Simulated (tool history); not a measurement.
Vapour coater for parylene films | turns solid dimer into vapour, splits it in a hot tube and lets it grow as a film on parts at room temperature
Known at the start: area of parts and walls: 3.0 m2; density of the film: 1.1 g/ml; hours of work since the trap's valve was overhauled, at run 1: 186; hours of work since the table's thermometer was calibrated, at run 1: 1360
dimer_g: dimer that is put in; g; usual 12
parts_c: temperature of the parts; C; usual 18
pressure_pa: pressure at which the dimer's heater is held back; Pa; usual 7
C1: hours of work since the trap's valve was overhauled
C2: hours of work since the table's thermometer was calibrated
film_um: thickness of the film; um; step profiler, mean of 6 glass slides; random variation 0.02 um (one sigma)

{"run": 1, "hour": 0.0, "dimer_g": 12, "parts_c": 18, "pressure_pa": 7, "C1": 186, "C2": 1360, "film_um": 1.55}
{"run": 2, "hour": 59.5, "dimer_g": 12, "parts_c": 18, "pressure_pa": 7, "C1": 223, "C2": 1398, "film_um": 1.5}
{"run": 3, "hour": 127.0, "dimer_g": 12, "parts_c": 18, "pressure_pa": 7, "C1": 266, "C2": 1440, "film_um": 1.48}
{"run": 4, "hour": 193.7, "dimer_g": 12, "parts_c": 18, "pressure_pa": 7, "C1": 308, "C2": 1482, "film_um": 1.52}
{"run": 5, "hour": 235.2, "dimer_g": 12, "parts_c": 18, "pressure_pa": 7, "C1": 335, "C2": 1509, "film_um": 1.48}
{"hour": 286.1, "done": "trap's valve overhauled"}
{"run": 6, "hour": 286.8, "dimer_g": 12, "parts_c": 18, "pressure_pa": 7, "C1": 0, "C2": 1539, "film_um": 1.61}
{"run": 7, "hour": 318.4, "dimer_g": 12, "parts_c": 18, "pressure_pa": 7, "C1": 20, "C2": 1559, "film_um": 1.56}
{"run": 8, "hour": 365.3, "dimer_g": 12, "parts_c": 21, "pressure_pa": 7, "C1": 50, "C2": 1588, "film_um": 1.37}
{"run": 9, "hour": 417.3, "dimer_g": 13, "parts_c": 18, "pressure_pa": 7, "C1": 83, "C2": 1621, "film_um": 1.68}
{"run": 10, "hour": 465.5, "dimer_g": 12, "parts_c": 18, "pressure_pa": 9.95, "C1": 113, "C2": 1652, "film_um": 1.46}
{"run": 11, "hour": 516.0, "dimer_g": 12, "parts_c": 18, "pressure_pa": 9.95, "C1": 145, "C2": 1684, "film_um": 1.44}
{"run": 12, "hour": 586.5, "dimer_g": 12, "parts_c": 18, "pressure_pa": 2.73, "C1": 190, "C2": 1728, "film_um": 1.75}
{"run": 13, "hour": 657.0, "dimer_g": 11, "parts_c": 18, "pressure_pa": 2.73, "C1": 235, "C2": 1773, "film_um": 1.62}
{"run": 14, "hour": 714.7, "dimer_g": 11, "parts_c": 18, "pressure_pa": 2.73, "C1": 271, "C2": 1809, "film_um": 1.63}
{"run": 15, "hour": 751.6, "dimer_g": 16, "parts_c": 18, "pressure_pa": 7, "C1": 294, "C2": 1833, "film_um": 1.97}
{"run": 16, "hour": 783.3, "dimer_g": 19, "parts_c": 22, "pressure_pa": 5.85, "C1": 314, "C2": 1853, "film_um": 2.01}
{"run": 17, "hour": 819.5, "dimer_g": 19, "parts_c": 12, "pressure_pa": 4.19, "C1": 337, "C2": 1876, "film_um": 3.34}
{"hour": 868.2, "done": "trap's valve overhauled"}
{"run": 18, "hour": 872.8, "dimer_g": 12, "parts_c": 16, "pressure_pa": 7, "C1": 3, "C2": 1907, "film_um": 1.75}
{"run": 19, "hour": 922.6, "dimer_g": 13, "parts_c": 11, "pressure_pa": 7, "C1": 34, "C2": 1938, "film_um": 2.39}
{"run": 20, "hour": 977.5, "dimer_g": 17, "parts_c": 10, "pressure_pa": 4.4, "C1": 69, "C2": 1973, "film_um": 3.45}
{"run": 21, "hour": 1038.7, "dimer_g": 17, "parts_c": 10, "pressure_pa": 4.4, "C1": 108, "C2": 2012, "film_um": 3.45}
{"run": 22, "hour": 1100.5, "dimer_g": 12, "parts_c": 20, "pressure_pa": 7.16, "C1": 147, "C2": 2051, "film_um": 1.39}
{"run": 23, "hour": 1147.6, "dimer_g": 13, "parts_c": 20, "pressure_pa": 7.16, "C1": 177, "C2": 2081, "film_um": 1.53}
{"run": 24, "hour": 1200.4, "dimer_g": 13, "parts_c": 20, "pressure_pa": 7.16, "C1": 210, "C2": 2114, "film_um": 1.47}
{"run": 25, "hour": 1254.9, "dimer_g": 13, "parts_c": 20, "pressure_pa": 7.16, "C1": 244, "C2": 2148, "film_um": 1.47}
{"run": 26, "hour": 1297.5, "dimer_g": 13, "parts_c": 20, "pressure_pa": 7.16, "C1": 271, "C2": 2175, "film_um": 1.45}
{"run": 27, "hour": 1352.8, "dimer_g": 7, "parts_c": 18, "pressure_pa": 2.95, "C1": 306, "C2": 2210, "film_um": 1.02}
{"run": 28, "hour": 1391.1, "dimer_g": 7, "parts_c": 18, "pressure_pa": 2.95, "C1": 331, "C2": 2235, "film_um": 0.97}
{"run": 29, "hour": 1436.8, "dimer_g": 20, "parts_c": 27, "pressure_pa": 4.12, "C1": 360, "C2": 2263, "film_um": 1.73}

4 ways to go on from here, each from the tool as it stands after run 29. What would each give?
{"hour": 1447.4, "done": "trap's valve overhauled"}
{"run": "A", "hour": 1478.4, "dimer_g": 20, "parts_c": 19, "pressure_pa": 4.12, "C1": 20, "C2": 2287, "film_um": "?"}
{"hour": 1447.4, "done": "trap's valve overhauled"}
{"run": "B", "hour": 1478.4, "dimer_g": 18, "parts_c": 16, "pressure_pa": 3.15, "C1": 20, "C2": 2287, "film_um": "?"}
{"hour": 1447.4, "done": "trap's valve overhauled"}
{"run": "C", "hour": 1478.4, "dimer_g": 5, "parts_c": 15, "pressure_pa": 4.72, "C1": 20, "C2": 2287, "film_um": "?"}
{"hour": 1447.4, "done": "trap's valve overhauled"}
{"run": "D", "hour": 1478.4, "dimer_g": 8, "parts_c": 18, "pressure_pa": 10.48, "C1": 20, "C2": 2287, "film_um": "?"}

run=A film_um=2.69
run=B film_um=2.91
run=C film_um=0.82
run=D film_um=1
Without the tool's hidden state the same runs would have given:
run=A film_um=2.77
run=B film_um=3
run=C film_um=0.85
run=D film_um=1.03

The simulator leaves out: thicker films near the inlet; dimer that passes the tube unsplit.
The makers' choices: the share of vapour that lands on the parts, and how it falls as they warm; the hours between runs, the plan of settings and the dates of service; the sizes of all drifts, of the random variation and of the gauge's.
